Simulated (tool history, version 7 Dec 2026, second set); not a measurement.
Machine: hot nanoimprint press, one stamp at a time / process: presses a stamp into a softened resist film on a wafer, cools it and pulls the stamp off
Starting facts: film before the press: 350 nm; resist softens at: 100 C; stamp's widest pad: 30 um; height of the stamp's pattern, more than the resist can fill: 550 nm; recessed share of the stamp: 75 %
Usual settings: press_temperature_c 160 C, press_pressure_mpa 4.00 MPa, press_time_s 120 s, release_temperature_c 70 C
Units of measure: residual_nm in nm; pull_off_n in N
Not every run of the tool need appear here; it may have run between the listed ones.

run	hour	press_temperature_c	press_pressure_mpa	press_time_s	release_temperature_c	residual_nm	pull_off_n
1	0.0	160	4.00	120	70	148.8	324
2	48.8	160	3.61	120	70	156.7	317
3	105.4	171	4.00	120	70	105.1	228
4	153.4	171	4.00	120	70	102.2	237
5	196.3	171	4.00	120	70	101.0	241
6	262.4	171	4.00	120	70	102.4	269
7	295.3	171	4.00	120	70	101.0	258
8	360.1	160	4.00	120	70	143.3	280
9	424.8	160	4.00	120	70	142.2	285
10	484.9	160	4.00	120	70	148.8	306
11	521.3	160	4.00	120	57	146.8	352
12	578.9	160	4.00	120	71	146.7	320
13	632.8	160	4.00	88	70	165.6	324
14	671.0	160	4.00	88	70	163.2	227
15	700.9	160	4.00	120	70	145.4	237
16	739.5	160	4.04	120	70	146.2	252
17	787.0	160	4.04	120	70	145.3	253
18	831.6	171	4.04	63	70	130.0	256
19	880.8	164	4.04	186	70	107.2	271
20	939.9	169	4.00	72	60	131.1	308
21	985.9	157	4.00	122	60	157.8	318
22	1059.1	157	4.00	122	60	166.2	329
23	1100.9	156	6.36	120	76	135.4	303
24	1139.0	156	6.36	159	71	120.8	311
25	1211.6	156	6.36	159	72	121.3	221
26	1268.7	152	2.77	141	74	217.8	230
27	1312.2	152	2.77	141	74	217.4	238
28	1367.3	152	2.77	141	67	215.0	267
29	1401.0	160	5.34	120	70	125.6	263

The log once held 6 entries between its listed runs, left out of this copy. Where does each go, and what is different about the tool's unlogged condition between the listed run before it and the listed run after it?
Logged between run 2 and run 3: stamp cleaned and given a new release coat (hour 79.5)
  true temperature over the reading, C: 0.62 -> 0.74; pressure that arrives at the usual setting, %: 96.67 -> 96.53; grip of the stamp's worn release coat, % over a new coat's: 43.2 -> 2
  measured less the result without the state, residual_nm: -0.7 -> -0.2 nm; pull_off_n: +95 -> +3 N
Logged between run 3 and run 4: press's hydraulic seals changed and the load cell set to zero (hour 150.9)
  true temperature over the reading, C: 0.74 -> 0.84; pressure that arrives at the usual setting, %: 96.53 -> 100.13; grip of the stamp's worn release coat, % over a new coat's: 2 -> 5.1
  measured less the result without the state, residual_nm: -0.2 -> -2.7 nm; pull_off_n: +3 -> +10 N
Logged between run 9 and run 10: plate thermocouple calibrated (hour 436.9)
  true temperature over the reading, C: 1.55 -> 0.18; pressure that arrives at the usual setting, %: 99.43 -> 99.29; grip of the stamp's worn release coat, % over a new coat's: 27.2 -> 32
  measured less the result without the state, residual_nm: -7.1 -> -0.3 nm; pull_off_n: +58 -> +74 N
Logged between run 13 and run 14: stamp cleaned and given a new release coat (hour 643.2)
  true temperature over the reading, C: 0.54 -> 0.63; pressure that arrives at the usual setting, %: 98.9 -> 98.82; grip of the stamp's worn release coat, % over a new coat's: 44.9 -> 2.1
  measured less the result without the state, residual_nm: -2.0 -> -2.3 nm; pull_off_n: +99 -> +4 N
Logged between run 21 and run 22: plate thermocouple calibrated (hour 1051.3)
  true temperature over the reading, C: 1.4 -> 0.19; pressure that arrives at the usual setting, %: 98.01 -> 97.83; grip of the stamp's worn release coat, % over a new coat's: 27.6 -> 33.6
  measured less the result without the state, residual_nm: -6.1 -> +0.8 nm; pull_off_n: +66 -> +82 N
Logged between run 24 and run 25: stamp cleaned and given a new release coat (hour 1199.0)
  true temperature over the reading, C: 0.39 -> 0.57; pressure that arrives at the usual setting, %: 97.63 -> 97.46; grip of the stamp's worn release coat, % over a new coat's: 40.5 -> 1
  measured less the result without the state, residual_nm: +0.8 -> +0.2 nm; pull_off_n: +89 -> +1 N

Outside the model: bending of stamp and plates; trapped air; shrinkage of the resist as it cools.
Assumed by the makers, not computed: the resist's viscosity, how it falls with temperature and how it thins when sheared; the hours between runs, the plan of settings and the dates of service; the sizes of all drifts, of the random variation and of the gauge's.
